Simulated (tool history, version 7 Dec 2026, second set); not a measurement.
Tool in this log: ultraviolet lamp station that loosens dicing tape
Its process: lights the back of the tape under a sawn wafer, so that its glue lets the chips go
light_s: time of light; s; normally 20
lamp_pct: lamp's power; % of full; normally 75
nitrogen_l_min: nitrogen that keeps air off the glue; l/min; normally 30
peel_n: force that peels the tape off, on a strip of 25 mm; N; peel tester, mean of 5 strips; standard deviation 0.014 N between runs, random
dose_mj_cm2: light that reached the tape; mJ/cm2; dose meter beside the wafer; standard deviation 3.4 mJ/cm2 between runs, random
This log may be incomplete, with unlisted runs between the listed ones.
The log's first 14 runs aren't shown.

run	hour	light_s	lamp_pct	nitrogen_l_min	peel_n	dose_mj_cm2
15	190.2	37	75	30	0.276	860
# hour 197: window cleaned of glue's vapour, once more
16	200.4	37	75	30	0.222	953
17	211.1	20	75	30	0.771	512
18	219.4	20	75	30	0.768	522
19	237	25	75	11	1.008	651
20	252.4	38	74	34	0.209	957
21	262.4	29	80	29	0.32	798
22	279.7	17	87	17	1.247	506
23	296.5	24	90	17	0.566	730
24	314.3	24	90	17	0.587	732
25	327.2	13	90	59	0.968	397
26	339.8	13	90	59	0.982	394
27	356.5	20	96	27	0.522	637
28	366.4	23	70	52	0.504	538
29	385.7	23	65	25	0.982	494
30	403.1	27	76	16	0.703	673
31	412	27	76	16	0.739	674
32	425.5	20	77	25	0.98	509
33	437.9	20	77	25	0.895	500
34	454.4	20	77	25	0.942	501
35	465.4	20	75	28	0.932	489

Each row is a separate what-if for the run after 35, all from the same tool condition, not one after another. Results?
A	481.9	38	75	15	?	?
B	481.9	26	75	30	?	?
C	481.9	33	92	36	?	?
D	481.9	20	75	19	?	?

run	peel_n	dose_mj_cm2
A	0.37	918
B	0.517	622
C	0.201	982
D	1.259	482
Had the tool no hidden state, the same runs would have come out as:
run	peel_n	dose_mj_cm2
A	0.277	1058
B	0.376	717
C	0.179	1132
D	0.942	555

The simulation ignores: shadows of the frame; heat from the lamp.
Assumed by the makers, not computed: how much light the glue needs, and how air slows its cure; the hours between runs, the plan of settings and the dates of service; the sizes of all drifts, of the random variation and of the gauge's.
